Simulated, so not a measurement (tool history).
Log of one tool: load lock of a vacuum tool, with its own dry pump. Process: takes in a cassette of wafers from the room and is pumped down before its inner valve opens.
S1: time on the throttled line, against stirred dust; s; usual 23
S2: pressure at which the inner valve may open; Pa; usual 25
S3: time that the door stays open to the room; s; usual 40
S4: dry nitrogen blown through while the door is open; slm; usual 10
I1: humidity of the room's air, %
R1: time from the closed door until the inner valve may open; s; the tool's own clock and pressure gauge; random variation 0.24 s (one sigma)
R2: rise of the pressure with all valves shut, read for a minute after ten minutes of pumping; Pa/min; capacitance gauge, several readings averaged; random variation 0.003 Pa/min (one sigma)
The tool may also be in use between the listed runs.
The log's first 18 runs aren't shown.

{"run": 19, "day": 312.317, "S1": 23, "S2": 25, "S3": 151, "S4": 10, "I1": 44.2, "R1": 34.8, "R2": 0.458}
{"run": 20, "day": 325.433, "S1": 23, "S2": 25, "S3": 151, "S4": 10, "I1": 43.4, "R1": 34.8, "R2": 0.458}
{"run": 21, "day": 348.683, "S1": 23, "S2": 25, "S3": 40, "S4": 42, "I1": 44.7, "R1": 35.3, "R2": 0.415}
{"run": 22, "day": 368.667, "S1": 41, "S2": 21, "S3": 40, "S4": 10, "I1": 47.3, "R1": 50.7, "R2": 0.442}
{"run": 23, "day": 386.275, "S1": 41, "S2": 21, "S3": 40, "S4": 33, "I1": 44.4, "R1": 51.3, "R2": 0.44}
{"run": 24, "day": 408.742, "S1": 23, "S2": 24, "S3": 84, "S4": 9, "I1": 44.6, "R1": 35.6, "R2": 0.492}
{"run": 25, "day": 433.721, "S1": 17, "S2": 24, "S3": 107, "S4": 15, "I1": 40.2, "R1": 30.6, "R2": 0.51}
{"run": 26, "day": 460.012, "S1": 17, "S2": 24, "S3": 107, "S4": 15, "I1": 45.2, "R1": 30.4, "R2": 0.52}
{"day": 461.867, "done": "dry pump taken out, an overhauled one fitted"}
{"run": 27, "day": 471.454, "S1": 17, "S2": 41, "S3": 107, "S4": 15, "I1": 47.5, "R1": 26.9, "R2": 0.541}
{"run": 28, "day": 487.133, "S1": 12, "S2": 36, "S3": 80, "S4": 10, "I1": 45.3, "R1": 22.5, "R2": 0.538}
{"run": 29, "day": 503.254, "S1": 23, "S2": 25, "S3": 83, "S4": 28, "I1": 45.6, "R1": 32.9, "R2": 0.544}
{"run": 30, "day": 526.762, "S1": 23, "S2": 25, "S3": 83, "S4": 28, "I1": 46.7, "R1": 33, "R2": 0.556}
{"run": 31, "day": 544.808, "S1": 43, "S2": 35, "S3": 115, "S4": 24, "I1": 43.7, "R1": 50.3, "R2": 0.583}
{"run": 32, "day": 556.929, "S1": 26, "S2": 23, "S3": 44, "S4": 33, "I1": 44, "R1": 35.4, "R2": 0.566}
{"run": 33, "day": 569.917, "S1": 26, "S2": 23, "S3": 34, "S4": 33, "I1": 44, "R1": 35.6, "R2": 0.567}
{"run": 34, "day": 595.708, "S1": 36, "S2": 28, "S3": 214, "S4": 26, "I1": 47.1, "R1": 44.3, "R2": 0.649}
{"run": 35, "day": 620.129, "S1": 36, "S2": 28, "S3": 214, "S4": 26, "I1": 47.8, "R1": 44.3, "R2": 0.664}
{"run": 36, "day": 641.25, "S1": 13, "S2": 46, "S3": 214, "S4": 26, "I1": 42, "R1": 23.4, "R2": 0.667}
{"day": 652.833, "done": "door's seal changed, seat wiped"}
{"run": 37, "day": 656.438, "S1": 13, "S2": 46, "S3": 214, "S4": 26, "I1": 46, "R1": 23, "R2": 0.08}

Forecast each of these 3 alternatives for the next run:
{"run": "A", "day": 672.279, "S1": 13, "S2": 24, "S3": 50, "S4": 6, "I1": 44.8, "R1": "?", "R2": "?"}
{"run": "B", "day": 672.279, "S1": 40, "S2": 46, "S3": 214, "S4": 8, "I1": 48.6, "R1": "?", "R2": "?"}
{"run": "C", "day": 672.279, "S1": 33, "S2": 46, "S3": 214, "S4": 26, "I1": 44.6, "R1": "?", "R2": "?"}

run=A R1=24.7 R2=0.057
run=B R1=46.8 R2=0.134
run=C R1=41.1 R2=0.079
Without the tool's hidden state the same runs would have given:
run=A R1=24.1 R2=0.057
run=B R1=46.4 R2=0.134
run=C R1=40.7 R2=0.079
